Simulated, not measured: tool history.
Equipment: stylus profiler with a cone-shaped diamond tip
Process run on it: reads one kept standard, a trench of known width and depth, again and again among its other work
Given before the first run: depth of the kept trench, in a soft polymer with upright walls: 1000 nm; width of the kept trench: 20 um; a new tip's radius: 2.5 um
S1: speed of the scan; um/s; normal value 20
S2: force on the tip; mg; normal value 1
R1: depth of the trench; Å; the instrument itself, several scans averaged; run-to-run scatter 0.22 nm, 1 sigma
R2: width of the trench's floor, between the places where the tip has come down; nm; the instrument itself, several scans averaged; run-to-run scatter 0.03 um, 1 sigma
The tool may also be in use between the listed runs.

| run | hour | S1 | S2 | R1 | R2 |
|---|---|---|---|---|---|
| 1 | 0 | 20 | 1 | 10099.8 | 14700 |
| 2 | 50.1 | 20 | 1 | 10106.2 | 14680 |
| 3 | 108 | 20 | 0.46 | 10093.7 | 14570 |
| 4 | 190.7 | 20 | 0.46 | 10090.4 | 14530 |
| 5 | 235.4 | 20 | 0.46 | 10096 | 14560 |
|  | 253.1 | height scale calibrated on a step standard |
| 6 | 281 | 20 | 0.46 | 10129.5 | 14470 |
| 7 | 343.9 | 20 | 0.46 | 10132.4 | 14440 |
| 8 | 391.2 | 20 | 0.53 | 10133.7 | 14450 |
| 9 | 472.8 | 20 | 0.53 | 10138 | 14390 |
|  | 512.6 | height scale calibrated on a step standard, once more |
| 10 | 554.2 | 20 | 0.53 | 10025.1 | 14350 |
| 11 | 645.8 | 20 | 1.57 | 10055.4 | 14280 |
| 12 | 703.4 | 20 | 1.13 | 10046.7 | 14290 |
| 13 | 800.9 | 20 | 1.13 | 10047.8 | 14230 |
| 14 | 888.1 | 20 | 1 | 10052.8 | 14190 |
| 15 | 973.2 | 20 | 1 | 10057.4 | 14200 |
| 16 | 1055.4 | 29 | 1.61 | 10069.5 | 14050 |
| 17 | 1107.8 | 29 | 1.61 | 10070.1 | 14080 |
| 18 | 1187.3 | 29 | 1.61 | 10075 | 14020 |
| 19 | 1269.6 | 62 | 0.55 | 10055.2 | 13720 |
| 20 | 1317.7 | 67 | 0.81 | 10058.2 | 13710 |
| 21 | 1397.1 | 6 | 1.06 | 10069.7 | 14010 |
| 22 | 1459.6 | 18 | 1.24 | 10075.4 | 13860 |
| 23 | 1527 | 35 | 1 | 10073.9 | 13760 |
| 24 | 1577.5 | 58 | 2.2 | 10094.4 | 13740 |
| 25 | 1637.6 | 14 | 0.38 | 10056.7 | 13830 |
| 26 | 1728.3 | 36 | 1 | 10075.3 | 13650 |
| 27 | 1821.8 | 39 | 1.34 | 10088.6 | 13560 |
| 28 | 1904.1 | 9 | 1.09 | 10086.5 | 13680 |
| 29 | 1996.3 | 14 | 1.09 | 10092.9 | 13570 |

Selected run-to-run steps in R1, each split into two signed amounts: the part the tool would show with no hidden state at all (from settings, incoming material and random variation), and the remainder, which goes to the hidden state together with any gauge scatter not common to the measured and the hidden-state-free results:
The tool's hidden condition here consists of: radius of the tip, um; height scale over the true one, %; drift of the gauge itself on depth_nm, %; drift of the gauge itself on floor_um, %.
Run 5 -> 6: height scale calibrated on a step standard. R1 +33.5 Å: hidden state +34.9, all else -1.4.
Run 9 -> 10: height scale calibrated on a step standard, once more. R1 -112.9 Å: hidden state -109.8, all else -3.1.
Run 24 -> 25: S1 58 -> 14, S2 2.2 -> 0.38. R1 -37.7 Å: hidden state +2, all else -39.7.

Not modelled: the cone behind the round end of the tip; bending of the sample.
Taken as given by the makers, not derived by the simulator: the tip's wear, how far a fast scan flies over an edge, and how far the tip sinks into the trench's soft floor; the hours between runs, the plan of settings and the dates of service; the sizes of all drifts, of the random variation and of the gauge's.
